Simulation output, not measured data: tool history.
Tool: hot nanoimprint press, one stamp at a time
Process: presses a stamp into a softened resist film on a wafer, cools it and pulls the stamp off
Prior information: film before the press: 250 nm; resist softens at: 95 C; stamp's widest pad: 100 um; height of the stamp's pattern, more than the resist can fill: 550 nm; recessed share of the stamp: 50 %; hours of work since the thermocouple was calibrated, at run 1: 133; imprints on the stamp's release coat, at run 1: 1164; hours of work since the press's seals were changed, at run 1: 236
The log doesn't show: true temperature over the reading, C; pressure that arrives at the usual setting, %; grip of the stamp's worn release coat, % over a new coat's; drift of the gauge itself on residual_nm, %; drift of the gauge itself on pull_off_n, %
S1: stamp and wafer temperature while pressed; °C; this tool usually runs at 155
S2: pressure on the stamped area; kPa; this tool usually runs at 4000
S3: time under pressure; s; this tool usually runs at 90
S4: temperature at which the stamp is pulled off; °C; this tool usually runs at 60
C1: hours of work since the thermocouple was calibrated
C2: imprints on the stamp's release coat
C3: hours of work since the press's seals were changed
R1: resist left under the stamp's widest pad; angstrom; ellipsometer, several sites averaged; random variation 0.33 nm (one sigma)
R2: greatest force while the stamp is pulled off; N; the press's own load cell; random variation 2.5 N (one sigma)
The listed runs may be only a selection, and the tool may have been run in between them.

run,day,S1,S2,S3,S4,C1,C2,C3,R1,R2
1,0,155,4000,90,60,133,1164,236,946,118
2,1.358,155,4000,90,60,154,1229,256,946,119
3,2.883,155,4000,90,60,177,1301,279,953,117
4,4.829,155,4000,90,60,206,1394,308,949,116
5,6.038,155,4000,90,60,224,1452,326,960,122
6,7.892,155,4000,90,63,252,1540,354,955,107
7,9.35,155,2730,90,60,274,1609,376,1142,112
8,10.421,155,4000,90,56,290,1660,392,961,126
9,12.158,155,4000,90,56,316,1743,418,961,121
10,14.425,155,6380,90,60,350,1851,453,763,117
11,16.233,153,4000,90,60,377,1937,480,1088,119
12,17.471,148,5070,174,52,396,1996,498,1051,134
13,19.667,148,5210,174,56,429,2101,531,1032,121
14,21.988,155,4000,86,60,464,2211,566,992,119
15,23.2,150,2940,78,60,482,2269,585,1548,120
16,24.958,150,2940,78,46,509,2353,611,1565,146
# day 25.596: plate thermocouple calibrated
17,26.108,155,4000,62,55,8,2402,626,1121,123
# day 26.388: gauge calibrated
18,27.583,155,5520,90,57,30,2472,649,814,126
# day 28.162: stamp cleaned and given a new release coat
19,28.804,162,2440,50,52,45,31,663,1007,129
20,29.792,162,2440,56,52,59,78,678,960,132
21,31.375,162,2440,56,52,83,153,702,963,132

Here are 4 independent what-if runs from the current tool condition. What would each one return?
A,32.371,162,2700,56,52,98,201,717,?,?
B,32.371,147,4000,90,60,98,201,717,?,?
C,32.371,155,5790,90,50,98,201,717,?,?
D,32.371,153,2440,97,52,98,201,717,?,?

run,R1,R2
A,917,131
B,1530,117
C,799,134
D,1313,129
With the hidden condition removed and each run's random variation left untouched, the same runs would have given:
run,R1,R2
A,912,131
B,1521,117
C,795,133
D,1305,129
